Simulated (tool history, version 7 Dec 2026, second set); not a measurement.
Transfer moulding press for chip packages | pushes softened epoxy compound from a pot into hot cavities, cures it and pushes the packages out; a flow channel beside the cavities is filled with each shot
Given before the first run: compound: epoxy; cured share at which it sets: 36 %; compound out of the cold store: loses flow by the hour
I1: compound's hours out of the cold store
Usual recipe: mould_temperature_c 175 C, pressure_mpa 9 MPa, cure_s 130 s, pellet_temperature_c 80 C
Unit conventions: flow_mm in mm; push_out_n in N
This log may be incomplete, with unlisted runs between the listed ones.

Run 1, hour 0: usual settings; I1 39.4. Result: flow_mm 913 mm, push_out_n 1047 N.
At hour 8.8: cavities cleaned with cleaning compound and waxed.
Run 2, hour 9.5: usual settings; I1 12.4. Result: flow_mm 991 mm, push_out_n 1324 N.
Run 3, hour 15.5: usual settings; I1 26.5. Result: flow_mm 952 mm, push_out_n 1281 N.
Run 4, hour 25.3: usual settings; I1 41.4. Result: flow_mm 905 mm, push_out_n 1272 N.
Run 5, hour 31: usual settings; I1 32.8. Result: flow_mm 936 mm, push_out_n 1244 N.
At hour 38.9: cavities cleaned with cleaning compound and waxed, once more.
Run 6, hour 45.8: usual settings; I1 30.7. Result: flow_mm 933 mm, push_out_n 667 N.
Run 7, hour 53.1: usual settings; I1 33.7. Result: flow_mm 922 mm, push_out_n 731 N.
Run 8, hour 59: usual settings; I1 8.2. Result: flow_mm 990 mm, push_out_n 825 N.
Run 9, hour 65.6: usual settings; I1 27.4. Result: flow_mm 942 mm, push_out_n 866 N.
Run 10, hour 72.5: usual settings; I1 12.8. Result: flow_mm 976 mm, push_out_n 906 N.
Run 11, hour 85.8: usual settings but mould_temperature_c 176 C; I1 39.2. Result: flow_mm 901 mm, push_out_n 910 N.
Run 12, hour 97.5: usual settings; I1 22.8. Result: flow_mm 953 mm, push_out_n 990 N.
Run 13, hour 108.8: usual settings; I1 37.6. Result: flow_mm 928 mm, push_out_n 1043 N.
Run 14, hour 117: usual settings; I1 22.3. Result: flow_mm 945 mm, push_out_n 1060 N.
Run 15, hour 123.6: usual settings but pressure_mpa 9.34 MPa; I1 32. Result: flow_mm 933 mm, push_out_n 1080 N.
Run 16, hour 133.2: usual settings but mould_temperature_c 172 C, pressure_mpa 8 MPa, pellet_temperature_c 82 C; I1 43.4. Result: flow_mm 844 mm, push_out_n 1285 N.
Run 17, hour 140.3: usual settings but mould_temperature_c 172 C, pressure_mpa 10.23 MPa, cure_s 117 s, pellet_temperature_c 75 C; I1 13. Result: flow_mm 1041 mm, push_out_n 1751 N.
At hour 142.9: cavities cleaned with cleaning compound and waxed.
Run 18, hour 152.7: usual settings but mould_temperature_c 172 C, pressure_mpa 10.23 MPa, cure_s 117 s, pellet_temperature_c 75 C; I1 15.4. Result: flow_mm 1038 mm, push_out_n 1052 N.
Run 19, hour 162.6: usual settings but mould_temperature_c 172 C, pressure_mpa 10.23 MPa, cure_s 117 s, pellet_temperature_c 75 C; I1 37.5. Result: flow_mm 971 mm, push_out_n 1174 N.
Run 20, hour 173.7: usual settings but pellet_temperature_c 71 C; I1 29.5. Result: flow_mm 931 mm, push_out_n 928 N.
Run 21, hour 186.8: usual settings but cure_s 118 s, pellet_temperature_c 71 C; I1 35.8. Result: flow_mm 904 mm, push_out_n 1138 N.
Run 22, hour 194.4: usual settings but cure_s 118 s, pellet_temperature_c 71 C; I1 12.4. Result: flow_mm 966 mm, push_out_n 1203 N.
Run 23, hour 202.6: usual settings but cure_s 118 s, pellet_temperature_c 71 C; I1 10.8. Result: flow_mm 966 mm, push_out_n 1251 N.
Run 24, hour 215.8: usual settings but mould_temperature_c 171 C, pressure_mpa 7.52 MPa, cure_s 111 s; I1 21.9. Result: flow_mm 872 mm, push_out_n 1944 N.
Run 25, hour 226: usual settings but pressure_mpa 7.22 MPa, pellet_temperature_c 87 C; I1 29.3. Result: flow_mm 814 mm, push_out_n 1074 N.
Run 26, hour 239.2: usual settings but mould_temperature_c 180 C, pressure_mpa 10.65 MPa, cure_s 128 s, pellet_temperature_c 73 C; I1 47.4. Result: flow_mm 936 mm, push_out_n 934 N.
At hour 247.2: cavities cleaned with cleaning compound and waxed.
Run 27, hour 251.1: usual settings but mould_temperature_c 180 C, pressure_mpa 10.54 MPa, cure_s 132 s, pellet_temperature_c 73 C; I1 43.9. Result: flow_mm 935 mm, push_out_n 485 N.
Run 28, hour 260.2: usual settings but pressure_mpa 7.57 MPa; I1 18.5. Result: flow_mm 863 mm, push_out_n 723 N.

Difference, measured minus no-hidden-state, one row per run. Run-to-run variation is common to both terms; the gauge's own scatter need not be:
Hidden conditions of the tool in this case: true mould temperature over the reading, C; pressure that reaches the compound, % of what is set; grip of the stained cavities, % over clean ones'; drift of the gauge itself on flow_mm, %; drift of the gauge itself on push_out_n, %.
run  flow_mm  push_out_n
  1       -7        +507
  2       -9        +750
  3       -9        +716
  4      -10        +705
  5      -11        +684
  6      -12        +101
  7      -13        +180
  8      -15        +243
  9      -15        +293
 10      -17        +334
 11      -17        +376
 12      -19        +442
 13      -20        +481
 14      -22        +501
 15      -22        +518
 16      -21        +626
 17      -27        +857
 18      -28        +201
 19      -28        +340
 20      -28        +330
 21      -28        +457
 22      -32        +510
 23      -33        +554
 24      -31        +898
 25      -30        +509
 26      -37        +455
 27      -37         +43
 28      -35        +149
